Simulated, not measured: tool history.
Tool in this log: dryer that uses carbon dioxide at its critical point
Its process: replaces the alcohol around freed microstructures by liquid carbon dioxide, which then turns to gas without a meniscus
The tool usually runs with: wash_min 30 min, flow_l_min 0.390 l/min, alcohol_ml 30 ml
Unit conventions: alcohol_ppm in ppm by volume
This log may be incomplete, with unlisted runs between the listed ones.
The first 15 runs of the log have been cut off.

run   hour  wash_min  flow_l_min  alcohol_ml  hours of work since the filter was changed  hours of work since the purifier's bed was changed  alcohol_ppm
 16  123.3        45       0.390          30                                         254                                                 364          114
 17  134.4        45       0.390          30                                         261                                                 371          117
 18  142.1        45       0.390          30                                         265                                                 376          109
 19  154.0        30       0.390          30                                         273                                                 383          261
 20  165.6        25       0.390          30                                         280                                                 390          431
 21  171.6        21       0.390          45                                         284                                                 394         1037
 22  177.0        29       0.239          70                                         287                                                 397         2460
     180.5  -- inlet filter changed
 23  183.6        31       0.576          67                                           2                                                 401          127
 24  191.0        30       0.390          25                                           6                                                 405          197
 25  199.7        24       0.540          44                                          12                                                 411          219
 26  209.7        30       0.293         101                                          18                                                 417         1359
 27  219.5        30       0.618          23                                          24                                                 423          127
 28  226.7        24       0.332          63                                          28                                                 427         1245
 29  234.3        24       0.332          63                                          33                                                 432         1255
 30  247.0        24       0.252          38                                          41                                                 440         1617
 31  254.8        21       0.252          38                                          46                                                 444         2212
 32  263.6        21       0.397          27                                          51                                                 450          562
 33  272.1        19       0.428          68                                          56                                                 455         1282
 34  283.0        47       0.581          28                                          63                                                 462          120
 35  293.8        43       0.238          33                                          70                                                 468          366
 36  303.7        35       0.316          59                                          76                                                 474          440
 37  310.3        35       0.293          60                                          80                                                 479          560
 38  317.9        35       0.293          60                                          84                                                 483          566
 39  325.5        41       0.293          60                                          89                                                 488          332
 40  334.8        47       0.319         115                                          95                                                 494          263

Below are 4 alternative next runs, each starting from the tool's condition after run 40. Predict each:
  A  343.8        42       0.408         115                                         100                                                 499            ?
  B  343.8        43       0.388          39                                         100                                                 499            ?
  C  343.8        20       0.319          27                                         100                                                 499            ?
  D  343.8        47       0.428          53                                         100                                                 499            ?

run  alcohol_ppm
  A          181
  B          153
  C         1128
  D          147
Without the tool's unlogged condition, the same runs would have read:
run  alcohol_ppm
  A           44
  B           23
  C          908
  D           19
